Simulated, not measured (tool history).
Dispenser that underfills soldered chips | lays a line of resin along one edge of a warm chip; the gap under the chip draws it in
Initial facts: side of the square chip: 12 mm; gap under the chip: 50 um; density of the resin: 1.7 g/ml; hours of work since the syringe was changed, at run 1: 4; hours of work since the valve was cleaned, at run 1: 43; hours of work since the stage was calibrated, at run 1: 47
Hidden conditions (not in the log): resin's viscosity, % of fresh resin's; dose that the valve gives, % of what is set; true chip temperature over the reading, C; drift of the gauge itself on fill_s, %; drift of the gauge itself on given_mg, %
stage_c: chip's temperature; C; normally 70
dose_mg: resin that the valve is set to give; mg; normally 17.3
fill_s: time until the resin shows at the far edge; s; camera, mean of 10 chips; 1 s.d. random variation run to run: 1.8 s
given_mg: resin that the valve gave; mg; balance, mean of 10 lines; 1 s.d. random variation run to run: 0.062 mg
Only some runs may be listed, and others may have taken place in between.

run   hour  stage_c  dose_mg  hours of work since the syringe was changed  hours of work since the valve was cleaned  hours of work since the stage was calibrated  fill_s  given_mg
  1    0.0       70     17.3                                            4                                         43                                            47   207.4     17.04
  2    8.2       82     17.3                                            9                                         48                                            52   147.0     16.95
       9.5  -- new syringe of resin
  3   16.0       70     17.3                                            4                                         53                                            57   208.3     16.92
  4   22.2       70     17.3                                            8                                         57                                            61   244.6     16.90
      25.5  -- new syringe of resin
  5   29.5       70     17.3                                            3                                         61                                            65   196.6     16.85
  6   39.0       70     17.3                                            9                                         67                                            71   249.7     16.80
      41.4  -- new syringe of resin
  7   48.8       70     17.3                                            5                                         73                                            77   212.8     16.77
      57.4  -- new syringe of resin
  8   57.4       70     17.3                                            0                                         79                                            82   174.6     16.81
  9   66.3       70     17.3                                            6                                         84                                            88   221.1     16.68
 10   70.4       70     17.3                                            8                                         87                                            91   246.2     16.62
      73.6  -- new syringe of resin
 11   78.3       60     15.8                                            3                                         92                                            96   335.8     15.14
 12   84.7       70     16.0                                            7                                         96                                           100   233.1     15.31
      89.3  -- new syringe of resin
 13   90.4       60     19.2                                            1                                         99                                           103   293.7     18.31
 14   96.3       60     19.2                                            4                                        103                                           107   340.7     18.30
 15  101.8       59     16.9                                            8                                        107                                           110   427.9     16.08
     105.2  -- new syringe of resin
 16  106.8       59     16.9                                            1                                        110                                           113   321.4     15.99
     110.6  -- dispensing valve cleaned and set on the balance
 17  113.1       60     17.0                                            4                                          2                                           117   341.3     16.90
     122.3  -- new syringe of resin
 18  122.3       70     16.2                                            0                                          7                                           123   179.0     16.19
 19  131.1       72     14.9                                            6                                         13                                           128   207.8     14.80
 20  136.9       72     14.9                                            9                                         17                                           132   234.3     14.72

Alternative continuations, all from the tool just after run 20; predict every row:
     137.8  -- new syringe of resin
  A  143.8       73     15.4                                            4                                         21                                           136       ?         ?
     137.8  -- new syringe of resin
  B  143.8       70     16.7                                            4                                         21                                           136       ?         ?
     137.8  -- new syringe of resin
  C  143.8       59     16.8                                            4                                         21                                           136       ?         ?

run  fill_s  given_mg
  A   182.3     15.22
  B   205.6     16.64
  C   357.6     16.71
Without the tool's hidden state the same runs would have given:
run  fill_s  given_mg
  A   162.0     15.37
  B   183.0     16.80
  C   319.0     16.87
